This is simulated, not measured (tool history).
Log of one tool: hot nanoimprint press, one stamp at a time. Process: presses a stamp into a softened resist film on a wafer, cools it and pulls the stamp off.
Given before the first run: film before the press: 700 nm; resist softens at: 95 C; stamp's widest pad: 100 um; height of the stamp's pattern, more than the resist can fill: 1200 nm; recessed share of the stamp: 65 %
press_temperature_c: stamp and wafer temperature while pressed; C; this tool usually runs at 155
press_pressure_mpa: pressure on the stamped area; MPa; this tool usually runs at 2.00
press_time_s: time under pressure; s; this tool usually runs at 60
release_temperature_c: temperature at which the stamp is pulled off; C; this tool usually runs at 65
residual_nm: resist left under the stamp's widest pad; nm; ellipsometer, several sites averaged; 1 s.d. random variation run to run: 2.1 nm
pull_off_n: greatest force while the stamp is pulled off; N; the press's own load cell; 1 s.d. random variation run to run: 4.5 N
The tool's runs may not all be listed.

run	hour	press_temperature_c	press_pressure_mpa	press_time_s	release_temperature_c	residual_nm	pull_off_n
1	0.0	155	2.00	60	65	370.7	224
2	13.1	155	2.00	60	65	371.8	235
3	26.3	155	2.00	60	65	374.7	237
4	41.3	155	2.00	60	65	373.5	240
5	50.1	155	2.00	60	65	371.4	241
6	57.3	155	1.51	60	65	415.8	231
7	68.3	155	1.51	60	65	415.0	247
8	80.0	155	1.51	60	65	413.4	243
9	94.9	155	1.86	60	65	384.1	249
10	101.6	155	2.00	60	65	375.9	251
11	108.4	155	2.00	60	65	372.3	253
12	120.9	155	2.63	60	65	335.5	250
13	128.1	155	2.63	60	65	335.4	254
14	134.9	155	2.00	56	65	382.2	250
15	141.1	155	2.00	56	65	382.0	255
16	153.0	155	2.00	56	69	384.0	243
17	166.0	155	1.35	60	70	418.1	252
18	177.1	155	2.96	84	65	261.3	256
19	188.1	155	2.96	84	65	262.6	257
20	195.8	155	2.05	100	65	288.0	259
21	202.8	167	2.00	60	64	170.0	263
22	209.3	159	1.40	89	50	281.1	293
23	219.5	155	2.00	53	67	370.5	255
24	234.3	149	2.34	53	67	483.1	254
25	243.1	149	2.34	53	67	480.3	259
26	258.2	149	2.53	60	65	456.3	263
27	273.6	147	2.94	71	53	456.8	294
28	288.9	149	2.88	54	65	451.1	214
29	296.2	155	3.03	60	50	296.2	248

Taken out of this log: 2 entries between the listed runs. Where each belongs, and how the hidden state differs across it:
Between runs 16 and 17: plate thermocouple calibrated (hour 163.1)
  true temperature over the reading, C: -0.86 -> 0.1; pressure that arrives at the usual setting, %: 98.93 -> 98.91; grip of the stamp's worn release coat, % over a new coat's: 15.9 -> 16.5
  measured less the result without the state, residual_nm: +20.1 -> -1.1 nm; pull_off_n: +35 -> +35 N
Between runs 27 and 28: stamp cleaned and given a new release coat (hour 282.9)
  pressure that arrives at the usual setting, %: 98.76 -> 98.75; grip of the stamp's worn release coat, % over a new coat's: 22.3 -> 0.3
  measured less the result without the state, residual_nm: +2.9 -> +3.1 nm; pull_off_n: +53 -> +1 N
